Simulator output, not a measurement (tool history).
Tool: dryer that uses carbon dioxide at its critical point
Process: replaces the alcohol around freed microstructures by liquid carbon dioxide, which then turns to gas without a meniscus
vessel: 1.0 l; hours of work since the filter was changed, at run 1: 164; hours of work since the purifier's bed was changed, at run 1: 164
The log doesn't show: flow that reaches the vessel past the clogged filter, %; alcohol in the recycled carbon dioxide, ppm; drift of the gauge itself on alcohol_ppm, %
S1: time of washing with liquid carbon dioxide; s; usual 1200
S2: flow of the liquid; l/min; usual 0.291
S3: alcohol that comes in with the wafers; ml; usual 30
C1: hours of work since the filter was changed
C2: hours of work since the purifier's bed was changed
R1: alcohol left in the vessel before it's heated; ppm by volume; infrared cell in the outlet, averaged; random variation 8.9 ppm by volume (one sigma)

run,day,S1,S2,S3,C1,C2,R1
1,0.000,1200,0.291,30,164,164,638
2,0.621,1200,0.291,30,173,173,657
3,0.983,1200,0.291,29,178,178,645
4,1.433,1200,0.291,29,185,185,648
5,1.858,1200,0.291,29,191,191,643
6,2.438,1200,0.416,30,199,199,124
7,2.788,1200,0.284,30,204,204,759
8,3.392,1200,0.291,40,213,213,912
9,3.975,1200,0.291,40,221,221,924
10,4.271,1200,0.291,30,225,225,695
11,4.629,1200,0.291,30,230,230,726
12,5.092,1200,0.291,30,237,237,690
13,5.467,1200,0.291,30,242,242,740
14,6.117,720,0.291,30,251,251,3217
15,6.533,720,0.291,30,257,257,3193
16,6.908,720,0.291,30,263,263,3265
17,7.508,720,0.291,30,271,271,3251
18,7.979,1080,0.291,30,278,278,1093
19,8.467,1080,0.291,30,285,285,1125
20,8.946,1200,0.291,30,292,292,787
21,9.362,1200,0.291,30,297,297,782
22,9.775,1200,0.291,30,303,303,793
23,10.325,1260,0.291,30,311,311,661
24,10.717,1260,0.291,30,317,317,680
25,11.112,780,0.291,30,322,322,2796
26,11.717,1200,0.291,37,331,331,989
# day 12.296: inlet filter changed
27,12.412,900,0.225,35,2,340,3409
28,13.033,900,0.225,35,10,349,3428
29,13.425,1680,0.277,39,16,355,181
30,13.725,960,0.327,30,20,359,758
31,14.179,1560,0.269,30,27,365,262
32,14.508,1560,0.269,30,31,370,255
33,15.000,1560,0.269,30,38,377,253
34,15.496,1860,0.269,33,46,384,118
35,15.962,1440,0.382,70,52,391,134
36,16.383,1440,0.382,70,58,397,123
37,16.862,1440,0.382,70,65,404,147
38,17.454,1440,0.382,65,73,412,138
39,18.108,1440,0.382,65,83,421,134
40,18.433,1440,0.382,65,87,426,137
41,18.979,1440,0.382,65,95,434,134
42,19.533,1440,0.382,65,103,441,135
43,19.938,1440,0.291,46,109,447,441
44,20.496,1260,0.461,25,117,455,50
45,20.817,1200,0.291,21,121,460,457
46,21.142,1200,0.426,59,126,464,199
47,21.617,1200,0.426,59,133,471,191

Hidden state or all else? Some run-to-run changes of R1, split into what the settings, what came in and random variation would give without the hidden state, and what is left for the hidden state (with any gauge scatter that isn't in both results):
Run 13 -> 14: S1 1200 -> 720. R1 +2477 ppm by volume: hidden state +441, all else +2036.
Run 24 -> 25: S1 1260 -> 780. R1 +2116 ppm by volume: hidden state +500, all else +1616.
Run 26 -> 27: S1 1200 -> 900, S2 0.291 -> 0.225, S3 37 -> 35, inlet filter changed. R1 +2420 ppm by volume: hidden state -382, all else +2802.
Run 28 -> 29: S1 900 -> 1680, S2 0.225 -> 0.277, S3 35 -> 39. R1 -3247 ppm by volume: hidden state -28, all else -3219.
